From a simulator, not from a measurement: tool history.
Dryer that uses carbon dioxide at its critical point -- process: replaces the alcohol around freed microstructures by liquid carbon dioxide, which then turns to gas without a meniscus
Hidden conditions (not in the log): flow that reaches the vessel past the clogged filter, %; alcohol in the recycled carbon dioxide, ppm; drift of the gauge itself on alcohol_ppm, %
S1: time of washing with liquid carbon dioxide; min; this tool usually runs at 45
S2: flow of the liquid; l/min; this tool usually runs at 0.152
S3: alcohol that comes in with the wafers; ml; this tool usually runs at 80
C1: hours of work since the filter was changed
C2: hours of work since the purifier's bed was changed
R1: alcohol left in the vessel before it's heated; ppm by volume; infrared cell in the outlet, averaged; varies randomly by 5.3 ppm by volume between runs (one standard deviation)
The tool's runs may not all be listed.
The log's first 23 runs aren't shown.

Run 24, hour 238.7: usual settings; C1 195; C2 394. Result: R1 351 ppm by volume.
Run 25, hour 246.0: usual settings; C1 200; C2 400. Result: R1 368 ppm by volume.
Run 26, hour 256.4: usual settings but S1 27 min, S2 0.142 l/min, S3 49 ml; C1 208; C2 407. Result: R1 2168 ppm by volume.
Run 27, hour 263.3: usual settings but S1 34 min, S2 0.134 l/min; C1 213; C2 412. Result: R1 2019 ppm by volume.
Run 28, hour 270.1: usual settings but S2 0.134 l/min; C1 218; C2 417. Result: R1 658 ppm by volume.
Run 29, hour 278.5: usual settings but S2 0.134 l/min; C1 225; C2 424. Result: R1 698 ppm by volume.
Run 30, hour 286.0: usual settings but S2 0.134 l/min; C1 230; C2 429. Result: R1 691 ppm by volume.
Run 31, hour 298.0: usual settings but S1 52 min, S2 0.126 l/min; C1 239; C2 438. Result: R1 496 ppm by volume.
At hour 304.8: inlet filter changed.
Run 32, hour 312.2: usual settings but S1 52 min, S2 0.126 l/min; C1 5; C2 448. Result: R1 232 ppm by volume.
Run 33, hour 321.1: usual settings but S1 56 min, S2 0.194 l/min, S3 70 ml; C1 12; C2 455. Result: R1 91 ppm by volume.
Run 34, hour 332.0: usual settings but S2 0.168 l/min, S3 87 ml; C1 20; C2 463. Result: R1 157 ppm by volume.
Run 35, hour 346.4: usual settings but S2 0.168 l/min, S3 87 ml; C1 31; C2 473. Result: R1 154 ppm by volume.
Run 36, hour 356.2: usual settings but S2 0.168 l/min, S3 87 ml; C1 38; C2 481. Result: R1 168 ppm by volume.
Run 37, hour 368.5: usual settings but S2 0.236 l/min, S3 24 ml; C1 47; C2 490. Result: R1 89 ppm by volume.
Run 38, hour 383.0: usual settings but S2 0.236 l/min, S3 24 ml; C1 58; C2 500. Result: R1 96 ppm by volume.
Run 39, hour 394.4: usual settings but S1 71 min, S2 0.226 l/min; C1 66; C2 509. Result: R1 97 ppm by volume.
Run 40, hour 405.6: usual settings but S3 96 ml; C1 75; C2 517. Result: R1 292 ppm by volume.
Run 41, hour 416.8: usual settings but S3 96 ml; C1 83; C2 525. Result: R1 293 ppm by volume.
Run 42, hour 430.4: usual settings but S2 0.244 l/min, S3 96 ml; C1 93; C2 536. Result: R1 108 ppm by volume.
Run 43, hour 444.6: usual settings but S1 28 min, S2 0.097 l/min, S3 55 ml; C1 104; C2 546. Result: R1 4820 ppm by volume.
At hour 455.0: purifier's bed changed.
Run 44, hour 455.0: usual settings but S1 28 min, S2 0.168 l/min, S3 72 ml; C1 109; C2 0. Result: R1 1155 ppm by volume.
Run 45, hour 468.6: usual settings but S1 54 min, S2 0.231 l/min, S3 93 ml; C1 119; C2 10. Result: R1 9 ppm by volume.
Run 46, hour 476.3: usual settings but S2 0.243 l/min; C1 125; C2 16. Result: R1 13 ppm by volume.
Run 47, hour 486.0: usual settings but S1 50 min; C1 132; C2 23. Result: R1 112 ppm by volume.
Run 48, hour 497.7: usual settings but S1 50 min; C1 141; C2 32. Result: R1 120 ppm by volume.

Below are 3 alternative next runs, each starting from the tool's condition after run 48. Predict each:
Run A, hour 512.0: usual settings but S1 67 min; C1 151; C2 42. Result: R1 ?.
Run B, hour 512.0: usual settings but S1 27 min; C1 151; C2 42. Result: R1 ?.
Run C, hour 512.0: usual settings but S1 53 min; C1 151; C2 42. Result: R1 ?.

run    R1
  A    22
  B  2406
  C    97
Without the tool's unlogged condition, the same runs would have read:
run    R1
  A     6
  B  1590
  C    43
